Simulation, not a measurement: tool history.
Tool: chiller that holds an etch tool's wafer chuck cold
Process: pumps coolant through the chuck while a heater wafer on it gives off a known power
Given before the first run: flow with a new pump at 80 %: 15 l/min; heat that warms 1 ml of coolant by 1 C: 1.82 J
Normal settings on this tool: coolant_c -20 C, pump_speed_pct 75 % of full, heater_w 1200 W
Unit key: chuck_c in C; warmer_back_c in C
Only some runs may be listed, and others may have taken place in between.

run,hour,coolant_c,pump_speed_pct,heater_w,chuck_c,warmer_back_c
1,0,-20,75,1200,-8,2.78
2,150.4,-20,75,749,-12.4,1.82
3,275.6,-24,75,1200,-11.8,2.74
4,355.5,-24,75,1200,-11.8,2.81
5,431.8,-24,75,1200,-11.9,2.85
6,511.6,-24,75,1200,-11.9,2.77
# hour 668.1: coolant changed, channels flushed
7,694.4,-16,91,1197,-5.9,2.18
8,785.7,-16,91,1197,-6,2.19
9,911.2,-16,91,1197,-6,2.14
10,987.3,-20,71,707,-12.4,1.66
11,1076.9,-17,81,1200,-5.7,2.5
12,1205.3,-11,87,1258,0,2.4

Forecast each of these 4 alternatives for the next run:
A,1333.8,-21,87,1258,?,?
B,1333.8,-29,71,1720,?,?
C,1333.8,-23,84,1328,?,?
D,1333.8,-11,66,1258,?,?

run,chuck_c,warmer_back_c
A,-9.9,2.39
B,-10.8,4.17
C,-11,2.64
D,3.2,3.27
What these runs would have given with no unlogged condition in the tool:
run,chuck_c,warmer_back_c
A,-9.9,2.54
B,-10.8,4.32
C,-11,2.79
D,3.2,3.41

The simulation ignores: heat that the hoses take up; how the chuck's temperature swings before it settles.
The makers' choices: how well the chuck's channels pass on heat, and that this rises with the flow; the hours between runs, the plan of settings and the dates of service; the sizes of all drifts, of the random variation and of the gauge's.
